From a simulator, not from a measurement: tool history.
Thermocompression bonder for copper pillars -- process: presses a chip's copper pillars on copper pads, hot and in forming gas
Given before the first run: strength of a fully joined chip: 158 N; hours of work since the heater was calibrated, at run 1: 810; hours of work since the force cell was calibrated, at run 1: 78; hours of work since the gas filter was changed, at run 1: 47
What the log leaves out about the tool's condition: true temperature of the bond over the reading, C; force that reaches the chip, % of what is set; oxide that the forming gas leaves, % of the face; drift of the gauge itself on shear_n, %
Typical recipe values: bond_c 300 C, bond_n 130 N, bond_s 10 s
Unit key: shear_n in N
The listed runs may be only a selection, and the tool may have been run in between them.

| run | day | bond_c | bond_n | bond_s | hours of work since the heater was calibrated | hours of work since the force cell was calibrated | hours of work since the gas filter was changed | shear_n |
|---|---|---|---|---|---|---|---|---|
| 1 | 0 | 300 | 130 | 10 | 810 | 78 | 47 | 64.9 |
| 2 | 0.196 | 300 | 130 | 10 | 812 | 81 | 49 | 64.7 |
| 3 | 0.617 | 300 | 130 | 10 | 818 | 86 | 55 | 65.7 |
| 4 | 0.871 | 300 | 130 | 10 | 821 | 90 | 58 | 64.9 |
| 5 | 1.179 | 300 | 130 | 10 | 825 | 94 | 62 | 65.2 |
| 6 | 1.6 | 300 | 130 | 10 | 831 | 99 | 68 | 63.4 |
| 7 | 2.05 | 300 | 104 | 10 | 837 | 105 | 74 | 52.4 |
| 8 | 2.246 | 300 | 104 | 10 | 839 | 108 | 76 | 52.7 |
| 9 | 2.458 | 300 | 104 | 10 | 842 | 111 | 79 | 53 |
| 10 | 2.708 | 300 | 132 | 10 | 845 | 114 | 82 | 63.3 |
| 11 | 2.917 | 300 | 164 | 10 | 848 | 117 | 85 | 74.5 |
| 12 | 3.212 | 300 | 164 | 10 | 852 | 120 | 89 | 73.2 |
| 13 | 3.638 | 311 | 130 | 10 | 857 | 126 | 94 | 71.9 |
| 14 | 4.033 | 300 | 130 | 10 | 863 | 131 | 100 | 60.7 |
| 15 | 4.408 | 300 | 130 | 10 | 868 | 136 | 104 | 60.1 |
| 16 | 4.7 | 300 | 130 | 14 | 871 | 140 | 108 | 69.3 |
| 17 | 5.092 | 300 | 130 | 14 | 876 | 145 | 113 | 68.4 |
| 18 | 5.354 | 300 | 130 | 14 | 880 | 148 | 117 | 68.1 |
| 19 | 5.746 | 300 | 130 | 14 | 885 | 154 | 122 | 69.2 |
|  | 5.858 | forming gas filter changed |
| 20 | 6.021 | 300 | 130 | 14 | 888 | 157 | 2 | 76.3 |
| 21 | 6.388 | 300 | 130 | 14 | 893 | 162 | 7 | 75.4 |
| 22 | 6.625 | 300 | 130 | 14 | 896 | 165 | 10 | 74.9 |
| 23 | 6.892 | 284 | 89 | 14 | 900 | 168 | 14 | 43.8 |
| 24 | 7.104 | 284 | 89 | 14 | 903 | 171 | 16 | 44.2 |
| 25 | 7.525 | 295 | 130 | 10 | 908 | 177 | 22 | 61.7 |
| 26 | 7.833 | 295 | 130 | 10 | 912 | 181 | 26 | 61.1 |
| 27 | 8.188 | 327 | 160 | 11 | 917 | 185 | 31 | 105.7 |
| 28 | 8.45 | 286 | 160 | 11 | 920 | 189 | 34 | 64.2 |
| 29 | 8.858 | 300 | 99 | 10 | 926 | 194 | 39 | 51.9 |
| 30 | 9.25 | 300 | 99 | 10 | 931 | 199 | 45 | 51.9 |
| 31 | 9.712 | 300 | 99 | 10 | 937 | 205 | 51 | 51.9 |
| 32 | 9.921 | 300 | 114 | 18 | 940 | 208 | 53 | 71.4 |
| 33 | 10.325 | 300 | 114 | 18 | 945 | 213 | 59 | 70.6 |
| 34 | 10.667 | 280 | 94 | 7 | 949 | 218 | 63 | 30 |
| 35 | 11.129 | 311 | 92 | 7 | 955 | 224 | 69 | 49.3 |
| 36 | 11.462 | 284 | 92 | 7 | 960 | 228 | 74 | 31 |
| 37 | 11.867 | 324 | 130 | 10 | 965 | 234 | 79 | 83.7 |
| 38 | 12.088 | 309 | 99 | 11 | 968 | 237 | 82 | 59.6 |
| 39 | 12.446 | 300 | 134 | 24 | 973 | 241 | 86 | 85.1 |

Measured less the same run without the tool's hidden state. The same run-to-run variation is in both; the gauge's scatter may not be:
| run | shear_n |
|---|---|
| 1 | -6.9 |
| 2 | -7.2 |
| 3 | -7.6 |
| 4 | -7.8 |
| 5 | -8.1 |
| 6 | -8.5 |
| 7 | -7.6 |
| 8 | -7.9 |
| 9 | -8 |
| 10 | -9.5 |
| 11 | -11 |
| 12 | -11.2 |
| 13 | -11.4 |
| 14 | -10.8 |
| 15 | -10.8 |
| 16 | -12.5 |
| 17 | -12.7 |
| 18 | -13.1 |
| 19 | -13.6 |
| 20 | -5.4 |
| 21 | -5.8 |
| 22 | -6 |
| 23 | -4.6 |
| 24 | -4.7 |
| 25 | -6.3 |
| 26 | -6.5 |
| 27 | -8.3 |
| 28 | -7.6 |
| 29 | -6.5 |
| 30 | -6.8 |
| 31 | -7.3 |
| 32 | -9.4 |
| 33 | -9.8 |
| 34 | -5.2 |
| 35 | -7.9 |
| 36 | -5.9 |
| 37 | -12.6 |
| 38 | -10.2 |
| 39 | -13.8 |

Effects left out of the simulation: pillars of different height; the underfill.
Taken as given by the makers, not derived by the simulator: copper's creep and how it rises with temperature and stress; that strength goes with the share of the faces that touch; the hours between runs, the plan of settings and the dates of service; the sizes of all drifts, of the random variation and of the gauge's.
